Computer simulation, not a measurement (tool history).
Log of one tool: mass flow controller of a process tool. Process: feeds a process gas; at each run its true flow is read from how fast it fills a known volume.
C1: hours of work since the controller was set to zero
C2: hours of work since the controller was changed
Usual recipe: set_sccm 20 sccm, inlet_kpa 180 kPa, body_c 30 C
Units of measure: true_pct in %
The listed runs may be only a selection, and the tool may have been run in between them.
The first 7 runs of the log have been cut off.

{"run": 8, "hour": 568.4, "set_sccm": 20, "inlet_kpa": 180, "body_c": 23, "C1": 1546, "C2": 1546, "true_pct": 99.62}
{"run": 9, "hour": 654.3, "set_sccm": 20, "inlet_kpa": 180, "body_c": 25, "C1": 1594, "C2": 1594, "true_pct": 99.81}
{"run": 10, "hour": 748.1, "set_sccm": 20, "inlet_kpa": 180, "body_c": 25, "C1": 1647, "C2": 1647, "true_pct": 100.04}
{"run": 11, "hour": 855.6, "set_sccm": 20, "inlet_kpa": 151, "body_c": 30, "C1": 1707, "C2": 1707, "true_pct": 100.15}
{"run": 12, "hour": 939.7, "set_sccm": 20, "inlet_kpa": 151, "body_c": 30, "C1": 1754, "C2": 1754, "true_pct": 100.09}
{"run": 13, "hour": 988.7, "set_sccm": 20, "inlet_kpa": 180, "body_c": 30, "C1": 1781, "C2": 1781, "true_pct": 100.29}
{"run": 14, "hour": 1033.6, "set_sccm": 20, "inlet_kpa": 180, "body_c": 30, "C1": 1806, "C2": 1806, "true_pct": 100.32}
{"hour": 1043.7, "done": "controller's zero set anew"}
{"run": 15, "hour": 1144.6, "set_sccm": 20, "inlet_kpa": 180, "body_c": 30, "C1": 56, "C2": 1868, "true_pct": 100.62}
{"run": 16, "hour": 1228.6, "set_sccm": 20, "inlet_kpa": 180, "body_c": 30, "C1": 103, "C2": 1915, "true_pct": 100.62}

Estimate the outcome of run 17 from the log above:
{"hour": 1258.9, "done": "controller's zero set anew, once more"}
{"run": 17, "hour": 1281.9, "set_sccm": 20, "inlet_kpa": 174, "body_c": 30, "C1": 13, "C2": 1944, "true_pct": "?"}

true_pct: 99.52 %
If the tool had no hidden condition, the same run with the same run-to-run variation would have returned true_pct 99.24 %.
